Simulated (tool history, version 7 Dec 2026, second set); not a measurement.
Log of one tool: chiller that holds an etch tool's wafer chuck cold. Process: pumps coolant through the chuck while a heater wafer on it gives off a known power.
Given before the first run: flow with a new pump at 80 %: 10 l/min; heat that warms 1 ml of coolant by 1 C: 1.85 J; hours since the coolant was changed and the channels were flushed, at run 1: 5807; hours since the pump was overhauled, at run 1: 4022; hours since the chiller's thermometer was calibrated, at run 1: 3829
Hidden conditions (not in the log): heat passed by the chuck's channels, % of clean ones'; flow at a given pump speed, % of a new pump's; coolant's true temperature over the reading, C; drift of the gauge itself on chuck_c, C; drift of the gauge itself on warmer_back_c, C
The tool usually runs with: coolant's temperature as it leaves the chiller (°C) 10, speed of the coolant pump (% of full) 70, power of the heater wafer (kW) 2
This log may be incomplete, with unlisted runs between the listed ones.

run	hour	coolant's temperature as it leaves the chiller (°C)	speed of the coolant pump (% of full)	power of the heater wafer (kW)	hours since the coolant was changed and the channels were flushed	hours since the pump was overhauled	hours since the chiller's thermometer was calibrated	chuck's temperature once it has settled (°C)	how much warmer the coolant comes back (C)
1	0	10	70	2	5807	4022	3829	26.4	7.97
# hour 14.8: coolant changed, channels flushed
# hour 43.2: chiller's thermometer calibrated
2	110.5	10	70	2	95	4125	67	24.6	8
3	198.8	10	70	2	183	4214	156	24.6	7.98
4	256.7	10	70	2.358	241	4272	214	27.2	9.43
5	349	10	70	2.358	333	4364	306	27.3	9.45
6	418.1	10	70	2	402	4433	375	24.6	8.07
7	493.4	10	70	2	478	4508	450	24.6	8.03
8	576.8	10	70	2	561	4592	534	24.6	8.05
9	625.3	17	70	2.078	610	4640	582	32.3	8.39
10	728.5	17	67	1.005	713	4743	685	24.7	4.28
11	825.2	10	84	2	809	4840	782	23.5	6.7
12	886.9	12	96	2	871	4902	844	24.3	5.91
13	960.1	7	96	2.444	944	4975	917	22.2	7.28
14	1009.5	5	77	2	994	5024	966	19.2	7.33
15	1083.8	6	91	1.155	1068	5099	1041	13.4	3.65

3 options for the next run, each taken on its own from the tool as it stands now. Forecast them:
A	1135.5	10	70	1.838	1120	5150	1092	?	?
B	1135.5	9	73	2.551	1120	5150	1092	?	?
C	1135.5	10	96	1.31	1120	5150	1092	?	?

run	chuck's temperature once it has settled (°C)	how much warmer the coolant comes back (C)
A	23.9	7.52
B	27.7	9.96
C	18.2	3.9
With no hidden state in the tool, these same runs would have given:
run	chuck's temperature once it has settled (°C)	how much warmer the coolant comes back (C)
A	22.8	6.83
B	26.2	9.04
C	17.6	3.54
